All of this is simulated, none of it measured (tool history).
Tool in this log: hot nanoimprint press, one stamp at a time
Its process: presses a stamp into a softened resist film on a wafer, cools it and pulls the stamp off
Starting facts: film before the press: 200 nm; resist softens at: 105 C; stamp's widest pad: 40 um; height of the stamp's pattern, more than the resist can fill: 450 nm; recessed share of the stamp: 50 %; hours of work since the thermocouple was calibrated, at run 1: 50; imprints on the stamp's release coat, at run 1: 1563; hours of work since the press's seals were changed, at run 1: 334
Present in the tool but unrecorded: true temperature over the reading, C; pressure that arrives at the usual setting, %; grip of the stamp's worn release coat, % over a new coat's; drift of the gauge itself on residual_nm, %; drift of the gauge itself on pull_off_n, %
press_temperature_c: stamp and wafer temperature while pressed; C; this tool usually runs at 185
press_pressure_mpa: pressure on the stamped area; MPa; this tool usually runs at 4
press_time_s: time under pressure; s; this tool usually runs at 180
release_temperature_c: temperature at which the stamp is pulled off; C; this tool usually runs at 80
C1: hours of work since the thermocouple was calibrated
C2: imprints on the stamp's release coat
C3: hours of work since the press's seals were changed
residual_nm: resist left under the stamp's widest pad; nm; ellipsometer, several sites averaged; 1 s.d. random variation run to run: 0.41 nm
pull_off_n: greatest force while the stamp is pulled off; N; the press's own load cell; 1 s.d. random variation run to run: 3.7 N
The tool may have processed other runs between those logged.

run 1 hour=0 | press_temperature_c=185 press_pressure_mpa=4 press_time_s=180 release_temperature_c=80 | C1=50 C2=1563 C3=334 | residual_nm=72.9 pull_off_n=181
run 2 hour=49.9 | press_temperature_c=185 press_pressure_mpa=4 press_time_s=180 release_temperature_c=80 | C1=86 C2=1843 C3=371 | residual_nm=72.9 pull_off_n=176
run 3 hour=122.1 | press_temperature_c=185 press_pressure_mpa=4 press_time_s=180 release_temperature_c=77 | C1=139 C2=2248 C3=424 | residual_nm=72.2 pull_off_n=189
-- hour=153.1 stamp cleaned and given a new release coat
run 4 hour=209.2 | press_temperature_c=185 press_pressure_mpa=4 press_time_s=180 release_temperature_c=77 | C1=199 C2=315 C3=484 | residual_nm=71.9 pull_off_n=182
run 5 hour=290.9 | press_temperature_c=185 press_pressure_mpa=4 press_time_s=180 release_temperature_c=77 | C1=259 C2=774 C3=544 | residual_nm=73 pull_off_n=186
run 6 hour=340.9 | press_temperature_c=185 press_pressure_mpa=4 press_time_s=180 release_temperature_c=80 | C1=296 C2=1054 C3=581 | residual_nm=72 pull_off_n=184
-- hour=384.3 press's hydraulic seals changed and the load cell set to zero
run 7 hour=387.2 | press_temperature_c=185 press_pressure_mpa=3.02 press_time_s=180 release_temperature_c=80 | C1=324 C2=1269 C3=2 | residual_nm=82.2 pull_off_n=184
run 8 hour=455.7 | press_temperature_c=194 press_pressure_mpa=3.02 press_time_s=180 release_temperature_c=66 | C1=375 C2=1654 C3=53 | residual_nm=64.6 pull_off_n=219
run 9 hour=515.7 | press_temperature_c=185 press_pressure_mpa=3.96 press_time_s=253 release_temperature_c=84 | C1=419 C2=1990 C3=97 | residual_nm=62.2 pull_off_n=168
run 10 hour=562.2 | press_temperature_c=185 press_pressure_mpa=5 press_time_s=167 release_temperature_c=80 | C1=453 C2=2251 C3=131 | residual_nm=67.3 pull_off_n=185
-- hour=593.2 stamp cleaned and given a new release coat
run 11 hour=608.4 | press_temperature_c=185 press_pressure_mpa=5 press_time_s=167 release_temperature_c=80 | C1=482 C2=85 C3=160 | residual_nm=68.2 pull_off_n=178
-- hour=627.3 plate thermocouple calibrated
run 12 hour=667.2 | press_temperature_c=189 press_pressure_mpa=5 press_time_s=112 release_temperature_c=83 | C1=29 C2=398 C3=201 | residual_nm=72.1 pull_off_n=173
run 13 hour=716.6 | press_temperature_c=193 press_pressure_mpa=3.2 press_time_s=247 release_temperature_c=73 | C1=66 C2=675 C3=238 | residual_nm=54.8 pull_off_n=205
run 14 hour=786.3 | press_temperature_c=192 press_pressure_mpa=5.01 press_time_s=290 release_temperature_c=80 | C1=117 C2=1066 C3=289 | residual_nm=43 pull_off_n=179

Measured result minus the same run's result without the hidden state. Both carry the same run-to-run variation, though not necessarily the same gauge scatter:
run=1 residual_nm=+0
run=2 residual_nm=+0
run=3 residual_nm=-0.1
run=4 residual_nm=-0.2
run=5 residual_nm=-0.2
run=6 residual_nm=-0.3
run=7 residual_nm=-0.4
run=8 residual_nm=-0.4
run=9 residual_nm=-0.4
run=10 residual_nm=-0.4
run=11 residual_nm=-0.5
run=12 residual_nm=-0.5
run=13 residual_nm=-0.5
run=14 residual_nm=-0.3
For pull_off_n, the value without the hidden state is never more than 3 N from the measured value.

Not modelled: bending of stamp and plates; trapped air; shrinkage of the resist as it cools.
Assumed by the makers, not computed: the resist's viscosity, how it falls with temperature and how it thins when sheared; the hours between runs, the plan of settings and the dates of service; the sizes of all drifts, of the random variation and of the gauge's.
